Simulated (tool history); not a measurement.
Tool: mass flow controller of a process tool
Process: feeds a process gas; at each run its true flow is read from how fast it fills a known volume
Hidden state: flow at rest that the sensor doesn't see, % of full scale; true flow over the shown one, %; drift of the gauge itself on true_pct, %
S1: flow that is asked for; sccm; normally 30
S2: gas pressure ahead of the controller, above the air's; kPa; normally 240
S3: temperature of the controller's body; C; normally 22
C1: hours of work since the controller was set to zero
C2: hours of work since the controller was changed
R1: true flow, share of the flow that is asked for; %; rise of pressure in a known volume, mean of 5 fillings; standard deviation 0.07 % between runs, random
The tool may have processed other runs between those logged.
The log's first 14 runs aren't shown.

run    hour  S1   S2  S3    C1    C2      R1
 15   809.3  30  240  22   691   691   98.25
 16   866.6  37  240  22   716   716   98.15
 17   901.8  30  240  39   732   732  100.13
 18   973.5  30  240  39   763   763  100.01
 19  1052.6  30  205  22   798   798   98.00
 20  1131.4  30  205  22   833   833   97.82
 21  1178.8  30  205  22   854   854   97.79
 22  1221.3  30  205  22   873   873   97.76
 23  1270.1  30  205  22   895   895   97.77
 24  1352.9  30  204  22   931   931   97.57
 25  1411.7  30  204  22   957   957   97.53
 26  1454.9   6  246  22   976   976   96.94
 27  1524.9   6  164  27  1007  1007   97.22
 28  1570.9  13  203  21  1028  1028   96.79
 29  1615.5  13  155  21  1047  1047   96.56
 30  1690.5  13  155  21  1080  1080   96.66
 31  1765.0  13  155  21  1113  1113   96.64
 32  1801.9  30  184  21  1130  1130   96.97

Run 33 comes next. What will it give?
     1811.8  -- gauge calibrated
 33  1842.7  10  240  23  1148  1148   ?

Run 33 measured R1 98.78 %.
Had the tool carried no hidden state, the very same run would have given R1 98.82 %.

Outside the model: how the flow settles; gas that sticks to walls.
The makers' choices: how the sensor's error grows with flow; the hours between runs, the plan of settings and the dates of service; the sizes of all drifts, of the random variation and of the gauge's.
